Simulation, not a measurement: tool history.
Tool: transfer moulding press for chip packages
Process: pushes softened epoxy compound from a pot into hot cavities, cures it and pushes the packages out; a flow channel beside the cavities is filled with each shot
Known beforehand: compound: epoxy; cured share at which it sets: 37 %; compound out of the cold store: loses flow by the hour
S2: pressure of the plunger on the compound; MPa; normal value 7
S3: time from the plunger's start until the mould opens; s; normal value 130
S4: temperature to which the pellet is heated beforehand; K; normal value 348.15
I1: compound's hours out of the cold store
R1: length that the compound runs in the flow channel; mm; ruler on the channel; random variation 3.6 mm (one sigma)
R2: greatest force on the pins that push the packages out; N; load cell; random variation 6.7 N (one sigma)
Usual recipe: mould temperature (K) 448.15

run 1 hour=0 | mould_temperature_(K)=448.15 S2=7 S3=130 S4=348.15 | I1=20.6 | R1=915 R2=462
-- hour=9.2 cavities cleaned with cleaning compound and waxed
run 2 hour=72.3 | mould_temperature_(K)=448.15 S2=7 S3=130 S4=348.15 | I1=19.2 | R1=914 R2=424
-- hour=96.9 cavities cleaned with cleaning compound and waxed
run 3 hour=156 | mould_temperature_(K)=448.15 S2=7 S3=130 S4=348.15 | I1=11.6 | R1=927 R2=429
-- hour=189.6 cavities cleaned with cleaning compound and waxed
run 4 hour=209.8 | mould_temperature_(K)=448.15 S2=7 S3=130 S4=349.15 | I1=37.1 | R1=863 R2=336
-- hour=239.6 mould's thermocouples calibrated
-- hour=279.6 cavities cleaned with cleaning compound and waxed
run 5 hour=294.9 | mould_temperature_(K)=448.15 S2=7 S3=130 S4=349.15 | I1=29.6 | R1=882 R2=315
run 6 hour=359.9 | mould_temperature_(K)=448.15 S2=7 S3=130 S4=349.15 | I1=31.8 | R1=875 R2=465
-- hour=369.5 cavities cleaned with cleaning compound and waxed
run 7 hour=438 | mould_temperature_(K)=448.15 S2=7 S3=130 S4=348.15 | I1=16.1 | R1=903 R2=442
-- hour=461.1 cavities cleaned with cleaning compound and waxed
run 8 hour=505.5 | mould_temperature_(K)=448.15 S2=7 S3=130 S4=348.15 | I1=32.9 | R1=864 R2=408
-- hour=519.8 plunger's sealing rings changed
-- hour=554.1 cavities cleaned with cleaning compound and waxed
run 9 hour=606.3 | mould_temperature_(K)=448.15 S2=7 S3=130 S4=348.15 | I1=19.7 | R1=919 R2=409
-- hour=645.1 cavities cleaned with cleaning compound and waxed
-- hour=695.2 mould's thermocouples calibrated, once more
run 10 hour=703.4 | mould_temperature_(K)=448.15 S2=7 S3=130 S4=343.15 | I1=11.8 | R1=920 R2=413
-- hour=735.1 cavities cleaned with cleaning compound and waxed
run 11 hour=753.8 | mould_temperature_(K)=448.15 S2=7 S3=134 S4=343.15 | I1=36.7 | R1=859 R2=330
-- hour=827 cavities cleaned with cleaning compound and waxed
run 12 hour=842.3 | mould_temperature_(K)=448.15 S2=7 S3=130 S4=348.15 | I1=23.2 | R1=886 R2=316
-- hour=914.5 cavities cleaned with cleaning compound and waxed
run 13 hour=942.3 | mould_temperature_(K)=448.15 S2=7 S3=166 S4=348.15 | I1=37.8 | R1=850 R2=319
run 14 hour=986.2 | mould_temperature_(K)=448.15 S2=7 S3=166 S4=348.15 | I1=40 | R1=842 R2=379
-- hour=1001.8 cavities cleaned with cleaning compound and waxed
-- hour=1039.7 plunger's sealing rings changed
run 15 hour=1039.7 | mould_temperature_(K)=448.15 S2=7 S3=130 S4=357.15 | I1=31 | R1=885 R2=351
-- hour=1093.3 cavities cleaned with cleaning compound and waxed
run 16 hour=1106.3 | mould_temperature_(K)=448.15 S2=7 S3=130 S4=357.15 | I1=14.7 | R1=921 R2=322
run 17 hour=1149.8 | mould_temperature_(K)=448.15 S2=7 S3=130 S4=357.15 | I1=25.3 | R1=890 R2=419
-- hour=1179.9 cavities cleaned with cleaning compound and waxed
run 18 hour=1217.3 | mould_temperature_(K)=442.15 S2=7 S3=130 S4=348.15 | I1=20.7 | R1=923 R2=490
-- hour=1272.7 cavities cleaned with cleaning compound and waxed
run 19 hour=1289.5 | mould_temperature_(K)=442.15 S2=7 S3=130 S4=348.15 | I1=13.7 | R1=934 R2=442
run 20 hour=1337.5 | mould_temperature_(K)=442.15 S2=7 S3=127 S4=352.15 | I1=15.8 | R1=929 R2=575
-- hour=1360.2 cavities cleaned with cleaning compound and waxed
run 21 hour=1423.8 | mould_temperature_(K)=448.15 S2=7.98 S3=159 S4=349.15 | I1=14.8 | R1=963 R2=381
-- hour=1450.3 cavities cleaned with cleaning compound and waxed
run 22 hour=1465.5 | mould_temperature_(K)=448.15 S2=7.98 S3=159 S4=349.15 | I1=14.1 | R1=962 R2=280
-- hour=1540.6 cavities cleaned with cleaning compound and waxed
-- hour=1559 plunger's sealing rings changed
run 23 hour=1565.8 | mould_temperature_(K)=448.15 S2=7.98 S3=159 S4=349.15 | I1=43.3 | R1=921 R2=315
run 24 hour=1618.4 | mould_temperature_(K)=448.15 S2=7.98 S3=159 S4=347.15 | I1=28.6 | R1=948 R2=415
-- hour=1633.4 cavities cleaned with cleaning compound and waxed
run 25 hour=1712.7 | mould_temperature_(K)=448.15 S2=7 S3=130 S4=350.15 | I1=15.3 | R1=913 R2=427
-- hour=1720.7 cavities cleaned with cleaning compound and waxed
-- hour=1810 cavities cleaned with cleaning compound and waxed
run 26 hour=1810 | mould_temperature_(K)=448.15 S2=6.99 S3=144 S4=348.15 | I1=12.8 | R1=912 R2=249

What would each run have given without the hidden state, its run-to-run variation left as it was?
The hidden state here: true mould temperature over the reading, C; pressure that reaches the compound, % of what is set; grip of the stained cavities, % over clean ones'; drift of the gauge itself on flow_mm, %; drift of the gauge itself on push_out_n, %.
run=1 R1=913 R2=281
run=2 R1=915 R2=270
run=3 R1=933 R2=272
run=4 R1=871 R2=270
run=5 R1=893 R2=258
run=6 R1=889 R2=275
run=7 R1=922 R2=264
run=8 R1=885 R2=269
run=9 R1=918 R2=265
run=10 R1=932 R2=280
run=11 R1=873 R2=270
run=12 R1=905 R2=273
run=13 R1=873 R2=249
run=14 R1=867 R2=240
run=15 R1=885 R2=259
run=16 R1=925 R2=278
run=17 R1=896 R2=283
run=18 R1=932 R2=355
run=19 R1=948 R2=366
run=20 R1=946 R2=364
run=21 R1=985 R2=249
run=22 R1=986 R2=238
run=23 R1=920 R2=251
run=24 R1=950 R2=264
run=25 R1=920 R2=264
run=26 R1=924 R2=245
